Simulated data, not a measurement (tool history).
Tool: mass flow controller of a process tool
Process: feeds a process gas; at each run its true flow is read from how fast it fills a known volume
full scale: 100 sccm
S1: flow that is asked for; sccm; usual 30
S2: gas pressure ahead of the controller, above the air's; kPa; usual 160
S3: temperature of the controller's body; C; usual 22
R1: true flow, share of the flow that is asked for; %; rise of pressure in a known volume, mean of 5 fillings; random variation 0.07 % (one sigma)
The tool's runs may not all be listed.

| run | hour | S1 | S2 | S3 | R1 |
|---|---|---|---|---|---|
| 1 | 0 | 30 | 160 | 22 | 101.15 |
| 2 | 296.4 | 30 | 155 | 22 | 101.19 |
| 3 | 578.2 | 30 | 155 | 22 | 101.36 |
| 4 | 908.5 | 30 | 155 | 22 | 101.47 |
| 5 | 1093.4 | 30 | 155 | 22 | 101.58 |
| 6 | 1314 | 30 | 160 | 22 | 101.37 |
| 7 | 1593 | 30 | 160 | 22 | 101.37 |
| 8 | 1800.8 | 30 | 160 | 22 | 101.56 |
| 9 | 2098.4 | 30 | 160 | 22 | 101.73 |
| 10 | 2289.2 | 30 | 160 | 22 | 101.86 |
| 11 | 2528.7 | 30 | 160 | 22 | 101.78 |
| 12 | 2725 | 30 | 160 | 27 | 101.61 |
| 13 | 2981.7 | 47 | 160 | 22 | 102.32 |
| 14 | 3253.3 | 47 | 160 | 35 | 101.51 |
| 15 | 3582.9 | 47 | 160 | 35 | 101.67 |
| 16 | 3845.3 | 30 | 192 | 22 | 102.09 |
| 17 | 4029 | 30 | 160 | 22 | 102.17 |
| 18 | 4299.3 | 30 | 160 | 30 | 101.89 |
| 19 | 4543.4 | 30 | 160 | 29 | 102.01 |
| 20 | 4705.9 | 30 | 160 | 29 | 101.96 |
| 21 | 5001.1 | 30 | 160 | 29 | 102.13 |
| 22 | 5230.2 | 30 | 160 | 29 | 102.38 |
| 23 | 5495.1 | 30 | 160 | 29 | 102.33 |
| 24 | 5798.6 | 30 | 160 | 29 | 102.33 |
| 25 | 6112.6 | 33 | 174 | 29 | 102.33 |
| 26 | 6405.8 | 33 | 221 | 33 | 101.99 |
| 27 | 6673.8 | 47 | 272 | 34 | 101.91 |
| 28 | 6879.7 | 47 | 272 | 34 | 102.14 |
| 29 | 7174.6 | 47 | 272 | 34 | 102.21 |
| 30 | 7340.2 | 21 | 277 | 31 | 102.14 |
| 31 | 7538.6 | 30 | 269 | 22 | 102.72 |
| 32 | 7778.9 | 11 | 185 | 22 | 104.35 |
| 33 | 7935.5 | 11 | 185 | 22 | 104.52 |
| 34 | 8104.8 | 14 | 185 | 22 | 104.02 |
|  | 8299.3 | controller's zero set anew |
| 35 | 8332.8 | 18 | 164 | 23 | 102.13 |
| 36 | 8640.2 | 30 | 160 | 37 | 101.75 |
| 37 | 8880 | 30 | 160 | 39 | 101.6 |
| 38 | 9165 | 30 | 160 | 34 | 102.03 |
|  | 9263.3 | controller exchanged for a calibrated one |
| 39 | 9349.1 | 91 | 160 | 22 | 100 |
| 40 | 9609.8 | 38 | 160 | 20 | 98.49 |
| 41 | 9860.3 | 30 | 218 | 21 | 97.91 |
| 42 | 10048 | 30 | 279 | 35 | 96.8 |
| 43 | 10271.2 | 30 | 157 | 22 | 98.27 |
| 44 | 10509.8 | 32 | 160 | 22 | 98.5 |
| 45 | 10806.3 | 32 | 160 | 22 | 98.4 |
| 46 | 11068.9 | 32 | 160 | 22 | 98.67 |
| 47 | 11316.9 | 32 | 160 | 28 | 98.37 |

Some steps in R1 between neighbouring runs. How much of each would the tool show without its hidden state too (settings, what came in, random variation), and how much is left for the hidden state, with any gauge scatter that isn't in both results?
The hidden state here: flow at rest that the sensor doesn't see, % of full scale; true flow over the shown one, %; drift of the gauge itself on true_pct, %.
Run 31 -> 32: S1 30 -> 11, S2 269 -> 185. R1 +1.63 %: hidden state +1.84, all else -0.21.
Run 34 -> 35: S1 14 -> 18, S2 185 -> 164, S3 22 -> 23, controller's zero set anew. R1 -1.89 %: hidden state -2.16, all else +0.27.
Run 38 -> 39: S1 30 -> 91, S3 34 -> 22, controller exchanged for a calibrated one. R1 -2.03 %: hidden state -4.76, all else +2.73.
